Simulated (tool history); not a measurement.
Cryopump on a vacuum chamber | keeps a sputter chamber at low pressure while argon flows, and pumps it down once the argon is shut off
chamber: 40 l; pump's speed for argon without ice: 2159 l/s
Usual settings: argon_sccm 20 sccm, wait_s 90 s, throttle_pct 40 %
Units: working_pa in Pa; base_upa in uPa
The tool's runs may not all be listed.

| run | hour | argon_sccm | wait_s | throttle_pct | working_pa | base_upa |
|---|---|---|---|---|---|---|
| 1 | 0.0 | 20 | 90 | 40 | 0.0429 | 0.86 |
| 2 | 51.6 | 20 | 90 | 40 | 0.0426 | 0.90 |
| 3 | 99.3 | 25 | 90 | 40 | 0.0537 | 0.92 |
| 4 | 136.1 | 25 | 77 | 40 | 0.0543 | 0.98 |
| 5 | 176.3 | 25 | 77 | 40 | 0.0547 | 1.02 |
| 6 | 240.5 | 25 | 77 | 40 | 0.0551 | 1.14 |
| 7 | 269.8 | 25 | 77 | 40 | 0.0559 | 1.14 |
| 8 | 329.4 | 25 | 77 | 40 | 0.0564 | 1.18 |
| 9 | 394.6 | 25 | 77 | 40 | 0.0575 | 1.20 |
| 10 | 451.4 | 25 | 77 | 40 | 0.0577 | 1.28 |
|  | 474.4 | pump warmed up, emptied and cooled again |
| 11 | 490.7 | 25 | 77 | 21 | 0.0938 | 0.99 |
| 12 | 524.0 | 25 | 77 | 21 | 0.0944 | 1.06 |
| 13 | 570.3 | 25 | 77 | 34 | 0.0587 | 1.05 |
| 14 | 620.3 | 25 | 77 | 34 | 0.0592 | 1.13 |
| 15 | 654.6 | 25 | 77 | 34 | 0.0591 | 1.18 |
| 16 | 710.5 | 20 | 90 | 40 | 0.0411 | 1.16 |
| 17 | 751.8 | 20 | 90 | 40 | 0.0406 | 1.18 |
| 18 | 803.8 | 33 | 90 | 40 | 0.0680 | 1.17 |
| 19 | 859.5 | 20 | 111 | 15 | 0.1074 | 1.19 |
| 20 | 898.1 | 20 | 111 | 15 | 0.1078 | 1.26 |
|  | 905.3 | leaking fittings of the chamber tightened, without venting |
| 21 | 933.1 | 20 | 111 | 15 | 0.1068 | 0.34 |
| 22 | 982.0 | 21 | 28 | 40 | 0.0437 | 0.95 |
| 23 | 1025.0 | 21 | 28 | 40 | 0.0450 | 0.91 |
| 24 | 1074.3 | 11 | 90 | 29 | 0.0316 | 0.46 |
| 25 | 1116.1 | 22 | 90 | 20 | 0.0896 | 0.52 |
| 26 | 1175.2 | 22 | 63 | 57 | 0.0346 | 0.62 |
| 27 | 1231.2 | 39 | 86 | 19 | 0.1692 | 0.62 |
| 28 | 1284.2 | 39 | 86 | 19 | 0.1700 | 0.66 |
| 29 | 1330.3 | 39 | 86 | 19 | 0.1699 | 0.70 |
| 30 | 1392.7 | 39 | 86 | 19 | 0.1730 | 0.75 |
| 31 | 1444.8 | 39 | 86 | 19 | 0.1721 | 0.78 |
| 32 | 1503.8 | 15 | 90 | 40 | 0.0335 | 0.84 |
| 33 | 1556.3 | 18 | 78 | 27 | 0.0581 | 0.93 |
| 34 | 1618.6 | 8 | 25 | 55 | 0.0143 | 1.48 |
| 35 | 1657.9 | 31 | 90 | 16 | 0.1641 | 0.97 |

Some steps in working_pa between neighbouring runs. How much of each would the tool show without its hidden state too (settings, what came in, random variation), and how much is left for the hidden state, with any gauge scatter that isn't in both results?
The hidden state here: pump's speed, % of a pump's without ice; cold plate's temperature, K; leak into the chamber, uPa l/s; drift of the gauge itself on working_pa, %; drift of the gauge itself on base_upa, %.
Run 10 -> 11: throttle_pct 40 -> 21, pump warmed up, emptied and cooled again. working_pa +0.0361 Pa: hidden state -0.0080, all else +0.0441.
Run 26 -> 27: argon_sccm 22 -> 39, wait_s 63 -> 86, throttle_pct 57 -> 19. working_pa +0.1346 Pa: hidden state +0.0042, all else +0.1304.
Run 31 -> 32: argon_sccm 39 -> 15, wait_s 86 -> 90, throttle_pct 19 -> 40. working_pa -0.1386 Pa: hidden state -0.0068, all else -0.1318.
Run 34 -> 35: argon_sccm 8 -> 31, wait_s 25 -> 90, throttle_pct 55 -> 16. working_pa +0.1498 Pa: hidden state +0.0090, all else +0.1408.

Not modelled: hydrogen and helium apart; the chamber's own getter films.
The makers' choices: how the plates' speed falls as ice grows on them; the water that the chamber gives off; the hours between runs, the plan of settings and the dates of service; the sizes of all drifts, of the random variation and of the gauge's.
